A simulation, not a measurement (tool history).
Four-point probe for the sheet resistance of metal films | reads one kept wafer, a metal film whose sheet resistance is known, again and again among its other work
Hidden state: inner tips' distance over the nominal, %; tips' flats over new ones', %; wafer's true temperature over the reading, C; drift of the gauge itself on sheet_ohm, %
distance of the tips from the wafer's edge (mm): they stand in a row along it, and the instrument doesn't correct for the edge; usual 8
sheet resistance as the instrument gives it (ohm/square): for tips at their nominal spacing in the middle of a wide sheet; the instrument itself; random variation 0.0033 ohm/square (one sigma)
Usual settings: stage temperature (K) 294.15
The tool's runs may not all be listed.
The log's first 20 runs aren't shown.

run,hour,stage temperature (K),distance of the tips from the wafer's edge (mm),touches since the probe head was changed,hours of work since the stage's thermometer was calibrated,sheet resistance as the instrument gives it (ohm/square)
21,465.6,291.15,5,19712,886,16.602824
22,485.5,303.15,11,20467,896,16.324112
23,502.6,308.15,3,21118,904,16.464964
24,516.8,306.15,74,21659,911,16.254541
25,530.5,306.15,74,22182,918,16.256399
26,559.6,292.15,11,23288,933,16.526577
27,574.2,299.15,15,23843,940,16.386703
28,596.6,294.15,69,24693,952,16.466489
29,630,294.15,26,25967,969,16.471914
30,646.5,294.15,26,26594,977,16.464092
31,676.2,294.15,29,27725,992,16.466947
32,691.3,293.15,8,28299,999,16.508937
33,711.8,295.15,8,29079,1010,16.484172
34,743.3,302.15,21,30278,1026,16.324931
35,768.2,292.15,9,31223,1038,16.532742
36,796.2,303.15,59,32290,1052,16.301969

Forecast each of these 5 alternatives for the next run:
A,819.1,292.15,17,33160,1064,?
B,819.1,303.15,3,33160,1064,?
C,819.1,292.15,8,33160,1064,?
D,819.1,297.15,4,33160,1064,?
E,819.1,302.15,41,33160,1064,?

run,sheet resistance as the instrument gives it (ohm/square)
A,16.505975
B,16.544128
C,16.535082
D,16.555011
E,16.330337
Without the tool's hidden state the same runs would have given:
run,sheet resistance as the instrument gives it (ohm/square)
A,16.50463
B,16.542785
C,16.533736
D,16.553665
E,16.32901
